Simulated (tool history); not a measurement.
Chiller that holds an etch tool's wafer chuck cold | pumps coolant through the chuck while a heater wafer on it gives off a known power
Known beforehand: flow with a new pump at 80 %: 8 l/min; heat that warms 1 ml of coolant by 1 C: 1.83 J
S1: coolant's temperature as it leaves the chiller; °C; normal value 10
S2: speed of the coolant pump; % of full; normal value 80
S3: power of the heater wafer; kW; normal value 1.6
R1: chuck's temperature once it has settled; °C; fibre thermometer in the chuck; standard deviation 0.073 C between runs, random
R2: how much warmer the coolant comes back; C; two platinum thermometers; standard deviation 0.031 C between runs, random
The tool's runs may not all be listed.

run     day  S1  S2    S3     R1    R2
  1       0  10  80   1.6  22.98  6.72
  2   1.854  10  80   1.6  22.92  6.61
  3   4.396  10  80   1.6  22.96  6.64
  4   8.396   4  80   1.6  17.05  6.65
  5  10.504   4  80   1.6  17.04  6.66
  6  14.388   4  80  1.13  13.24   4.7
  7   16.25   4  80  1.13  13.23  4.75
  8  19.883   4  80  1.13  13.28  4.76
  9   21.95  11  80  1.13  20.21  4.72
 10  24.138  10  80   1.6  23.12  6.73
     27.688  -- coolant changed, channels flushed
 11  27.754  10  80   1.6  22.41  6.64
 12  30.029  10  80   1.6  22.29  6.71
 13  33.292  12  80   1.6  24.67  6.73
 14  37.075  10  80   1.6  22.35  6.63
 15  38.783  10  80   1.6  22.31   6.7
 16  40.867  10  93   1.6  20.76  5.69

For run 17, what comes out?
 17  44.012  18  80  2.202   ?   ?

For run 17 the tool returned R1 35.17 °C, R2 9.18 C.
Were there no unlogged condition in the tool, this run, its random variation unchanged, would have produced R1 34.95 °C, R2 8.99 C.
